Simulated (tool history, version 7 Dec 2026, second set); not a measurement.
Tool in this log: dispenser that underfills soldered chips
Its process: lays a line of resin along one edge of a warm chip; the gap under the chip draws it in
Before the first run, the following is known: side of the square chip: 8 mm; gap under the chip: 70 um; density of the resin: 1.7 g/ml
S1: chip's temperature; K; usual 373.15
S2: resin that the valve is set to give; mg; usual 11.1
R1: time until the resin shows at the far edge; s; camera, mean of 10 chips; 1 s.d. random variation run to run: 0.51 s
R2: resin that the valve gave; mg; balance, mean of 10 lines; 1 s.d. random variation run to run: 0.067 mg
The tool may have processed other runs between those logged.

run,day,S1,S2,R1,R2
1,0,373.15,11.1,64.7,10.47
# day 0.042: new syringe of resin
2,0.279,373.15,11.1,54.1,10.51
# day 0.467: new syringe of resin
3,0.529,373.15,11.1,44,10.32
4,0.821,373.15,11.1,61,10.39
# day 0.892: new syringe of resin
5,0.971,373.15,11.1,44.9,10.34
# day 1.275: dispensing valve cleaned and set on the balance
6,1.308,373.15,11.1,61.5,11.27
# day 1.35: new syringe of resin
7,1.608,373.15,11.1,54.5,11.19
# day 1.767: new syringe of resin
8,1.783,373.15,11.1,41.7,11.06
9,1.992,373.15,11.1,53,11.01
# day 2.183: new syringe of resin
10,2.196,376.15,11.1,37.4,11.08
11,2.375,376.15,11.1,46.6,11.02
12,2.562,373.15,11.1,64.2,10.99
# day 2.617: new syringe of resin
13,2.833,373.15,11.1,52.3,10.96
# day 3.033: new syringe of resin
14,3.083,373.15,11.1,43.8,11.05
15,3.362,373.15,11.1,59.5,11.06
# day 3.458: new syringe of resin
16,3.679,373.15,11.1,51.9,10.97
# day 3.875: new syringe of resin
17,3.946,373.15,11.1,42.7,10.83
18,4.125,373.15,11.1,51.8,10.92
# day 4.312: new syringe of resin
19,4.312,373.15,11.8,40.5,11.47
20,4.5,373.15,11.8,48.8,11.61
21,4.667,372.15,12.8,61.6,12.5
# day 4.733: new syringe of resin
22,4.9,371.15,12.2,51.7,11.96
23,5.046,374.15,13.5,55,13.11
# day 5.158: new syringe of resin
24,5.208,366.15,9.9,57.6,9.49
25,5.417,366.15,9.9,72,9.61
# day 5.571: new syringe of resin
26,5.654,373.15,10.6,45.3,10.19
27,5.879,367.15,9.4,75.8,8.95
# day 5.992: new syringe of resin
28,6.021,367.15,9.4,55.1,9.18
29,6.283,380.15,10.1,46.4,9.74
# day 6.425: new syringe of resin
30,6.496,380.15,9.8,36.3,9.4
31,6.621,387.15,10.9,32.5,10.47
# day 6.85: new syringe of resin
32,6.938,387.15,10.9,29.6,10.43
33,7.196,365.15,9.8,82.7,9.39
# day 7.275: new syringe of resin
34,7.367,365.15,9.8,60.2,9.44
35,7.575,372.15,10.7,59.3,10.15

Subtracting, for every run, the result it would have given without the tool's unlogged condition from the measured result gives the following. The same run-to-run variation enters both numbers; the gauge's scatter may not:
The hidden state here: resin's viscosity, % of fresh resin's; dose that the valve gives, % of what is set; true chip temperature over the reading, C; drift of the gauge itself on fill_s, %; drift of the gauge itself on given_mg, %.
run,R1,R2
1,+23.3,-0.67
2,+13.6,-0.7
3,+2.7,-0.71
4,+20.3,-0.74
5,+4,-0.75
6,+21.3,+0.04
7,+13.9,+0.01
8,+0.2,-0.01
9,+11.5,-0.03
10,+0.6,-0.04
11,+9.4,-0.06
12,+22.9,-0.07
13,+11.4,-0.09
14,+2.5,-0.12
15,+18.8,-0.14
16,+11.9,-0.17
17,+2.5,-0.2
18,+12.2,-0.22
19,-0.1,-0.25
20,+9.4,-0.26
21,+20.6,-0.3
22,+8.8,-0.31
23,+16.4,-0.36
24,+3.5,-0.28
25,+18.9,-0.29
26,+3.9,-0.33
27,+22.8,-0.31
28,+2.3,-0.32
29,+13.5,-0.38
30,+2.9,-0.38
31,+6.5,-0.44
32,+3,-0.46
33,+28,-0.44
34,+5.6,-0.45
35,+17,-0.51
